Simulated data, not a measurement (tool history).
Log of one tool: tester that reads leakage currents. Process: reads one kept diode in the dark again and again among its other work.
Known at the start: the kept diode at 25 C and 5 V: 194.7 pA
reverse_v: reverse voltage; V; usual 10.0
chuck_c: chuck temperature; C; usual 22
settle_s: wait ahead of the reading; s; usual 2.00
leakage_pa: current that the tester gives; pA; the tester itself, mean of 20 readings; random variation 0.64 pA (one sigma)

| run | hour | reverse_v | chuck_c | settle_s | leakage_pa |
|---|---|---|---|---|---|
| 1 | 0.0 | 10.0 | 22 | 2.00 | 212.12 |
| 2 | 59.7 | 10.0 | 22 | 2.00 | 210.71 |
| 3 | 134.8 | 10.0 | 22 | 2.00 | 211.45 |
| 4 | 223.3 | 10.0 | 22 | 2.00 | 211.96 |
| 5 | 312.7 | 10.0 | 22 | 2.00 | 211.78 |
| 6 | 391.1 | 10.0 | 22 | 2.00 | 211.84 |
| 7 | 450.6 | 10.0 | 22 | 2.00 | 211.44 |
| 8 | 553.0 | 10.0 | 22 | 2.00 | 212.32 |
| 9 | 669.8 | 10.0 | 22 | 2.00 | 211.33 |
| 10 | 743.5 | 10.0 | 44 | 2.00 | 974.43 |
| 11 | 834.9 | 10.0 | 44 | 2.00 | 973.04 |
| 12 | 939.5 | 10.0 | 22 | 2.00 | 213.20 |
| 13 | 990.2 | 10.0 | 22 | 0.50 | 212.86 |
| 14 | 1075.2 | 4.4 | 22 | 4.87 | 147.20 |
| 15 | 1170.4 | 1.2 | 33 | 0.72 | 183.76 |
| 16 | 1265.5 | 2.4 | 22 | 9.31 | 112.51 |
| 17 | 1385.3 | 11.0 | 47 | 6.67 | 1231.47 |
| 18 | 1437.9 | 6.6 | 58 | 6.67 | 1940.46 |
| 19 | 1553.8 | 3.8 | 22 | 6.77 | 138.12 |
| 20 | 1674.3 | 3.8 | 22 | 6.77 | 138.60 |
| 21 | 1772.1 | 1.6 | 27 | 2.00 | 137.11 |
| 22 | 1882.2 | 1.6 | 27 | 2.00 | 136.85 |
| 23 | 1998.0 | 5.4 | 32 | 0.37 | 333.45 |

Hidden state or all else? Some run-to-run changes of leakage_pa, split into what the settings, what came in and random variation would give without the hidden state, and what is left for the hidden state (with any gauge scatter that isn't in both results):
The hidden state here: stray current of the dirty probe card, pA a volt; current scale over the true one, %; true chuck temperature over the reading, C; drift of the gauge itself on leakage_pa, %.
Run 16 -> 17: reverse_v 2.4 -> 11.0, chuck_c 22 -> 47, settle_s 9.31 -> 6.67. leakage_pa +1118.96 pA: hidden state -0.67, all else +1119.63.
Run 18 -> 19: reverse_v 6.6 -> 3.8, chuck_c 58 -> 22, settle_s 6.67 -> 6.77. leakage_pa -1802.34 pA: hidden state +1.11, all else -1803.45.
